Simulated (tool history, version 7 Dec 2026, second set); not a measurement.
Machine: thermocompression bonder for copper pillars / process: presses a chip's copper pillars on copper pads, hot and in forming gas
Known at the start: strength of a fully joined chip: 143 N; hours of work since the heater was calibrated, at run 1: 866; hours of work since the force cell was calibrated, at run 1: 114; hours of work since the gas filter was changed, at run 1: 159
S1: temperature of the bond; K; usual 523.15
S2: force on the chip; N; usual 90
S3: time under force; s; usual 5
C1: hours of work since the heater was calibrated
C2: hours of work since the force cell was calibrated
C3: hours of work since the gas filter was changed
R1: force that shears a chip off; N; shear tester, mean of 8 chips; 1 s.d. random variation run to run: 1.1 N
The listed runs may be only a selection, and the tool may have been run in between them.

| run | day | S1 | S2 | S3 | C1 | C2 | C3 | R1 |
|---|---|---|---|---|---|---|---|---|
| 1 | 0 | 523.15 | 90 | 5 | 866 | 114 | 159 | 93.4 |
| 2 | 1.9 | 523.15 | 90 | 13 | 885 | 133 | 177 | 113.3 |
| 3 | 3.812 | 523.15 | 90 | 13 | 903 | 151 | 195 | 115.7 |
| 4 | 6.696 | 523.15 | 90 | 13 | 931 | 179 | 223 | 111 |
| 5 | 8.183 | 523.15 | 90 | 11 | 945 | 194 | 238 | 106.8 |
|  | 11.042 | forming gas filter changed |
| 6 | 11.367 | 523.15 | 90 | 11 | 976 | 224 | 3 | 113.2 |
| 7 | 14.329 | 523.15 | 90 | 11 | 1005 | 253 | 32 | 115.7 |
| 8 | 15.738 | 523.15 | 90 | 5 | 1018 | 266 | 45 | 91 |
| 9 | 18.462 | 523.15 | 99 | 5 | 1045 | 293 | 72 | 97.7 |
| 10 | 20.042 | 502.15 | 90 | 5 | 1060 | 308 | 87 | 65.8 |
| 11 | 22.954 | 502.15 | 90 | 5 | 1088 | 336 | 115 | 64.3 |
| 12 | 25.15 | 523.15 | 90 | 4 | 1109 | 357 | 136 | 85.2 |
| 13 | 27.046 | 523.15 | 90 | 8 | 1128 | 376 | 155 | 100.9 |
| 14 | 28.762 | 523.15 | 90 | 8 | 1144 | 392 | 171 | 101.3 |
| 15 | 30.679 | 523.15 | 90 | 8 | 1163 | 411 | 190 | 101.3 |
| 16 | 32.146 | 523.15 | 90 | 8 | 1177 | 425 | 204 | 99.7 |
| 17 | 35.438 | 523.15 | 90 | 8 | 1209 | 457 | 236 | 97.4 |
| 18 | 37.288 | 523.15 | 90 | 5 | 1227 | 475 | 254 | 86.2 |
|  | 38.35 | forming gas filter changed |
| 19 | 38.75 | 547.15 | 67 | 9 | 1240 | 489 | 4 | 121.6 |
| 20 | 40.425 | 511.15 | 59 | 9 | 1257 | 505 | 20 | 73.4 |
| 21 | 42.567 | 511.15 | 59 | 9 | 1277 | 525 | 41 | 73.7 |
| 22 | 44.721 | 511.15 | 59 | 9 | 1298 | 546 | 62 | 72.2 |
| 23 | 46.233 | 511.15 | 59 | 9 | 1313 | 561 | 76 | 72.4 |
| 24 | 48.283 | 531.15 | 59 | 5 | 1333 | 581 | 96 | 83.8 |
| 25 | 51.567 | 503.15 | 112 | 8 | 1364 | 612 | 128 | 85.6 |
| 26 | 53.804 | 503.15 | 112 | 8 | 1386 | 634 | 149 | 84.5 |
| 27 | 55.517 | 517.15 | 117 | 7 | 1403 | 651 | 166 | 102.3 |
|  | 57.021 | heater calibrated with a thermocouple chip |
| 28 | 57.912 | 517.15 | 113 | 10 | 9 | 673 | 188 | 116.9 |
| 29 | 60.188 | 523.15 | 72 | 5 | 31 | 695 | 210 | 87.5 |
| 30 | 62.708 | 518.15 | 121 | 5 | 55 | 719 | 235 | 103.9 |
| 31 | 65.417 | 540.15 | 85 | 3 | 81 | 746 | 261 | 101.8 |
|  | 65.792 | forming gas filter changed |
| 32 | 67.171 | 540.15 | 85 | 3 | 98 | 762 | 13 | 105.9 |
| 33 | 70.438 | 540.15 | 85 | 3 | 130 | 794 | 45 | 106.5 |
| 34 | 73.542 | 545.15 | 90 | 4 | 159 | 824 | 75 | 118.9 |
| 35 | 76.404 | 545.15 | 90 | 4 | 187 | 852 | 103 | 118.3 |

Some steps in R1 between neighbouring runs. How much of each would the tool show without its hidden state too (settings, what came in, random variation), and how much is left for the hidden state, with any gauge scatter that isn't in both results?
What the log doesn't record here: true temperature of the bond over the reading, C; force that reaches the chip, % of what is set; oxide that the forming gas leaves, % of the face; drift of the gauge itself on shear_n, %.
Run 9 -> 10: S1 523.15 -> 502.15, S2 99 -> 90. R1 -31.9 N: hidden state -0.3, all else -31.6.
Run 18 -> 19: S1 523.15 -> 547.15, S2 90 -> 67, S3 5 -> 9, forming gas filter changed. R1 +35.4 N: hidden state +9.8, all else +25.6.
Run 19 -> 20: S1 547.15 -> 511.15, S2 67 -> 59. R1 -48.2 N: hidden state -4.3, all else -43.9.
Run 27 -> 28: S2 117 -> 113, S3 7 -> 10, heater calibrated with a thermocouple chip. R1 +14.6 N: hidden state +9.7, all else +4.9.
Run 31 -> 32: forming gas filter changed. R1 +4.1 N: hidden state +7.1, all else -3.
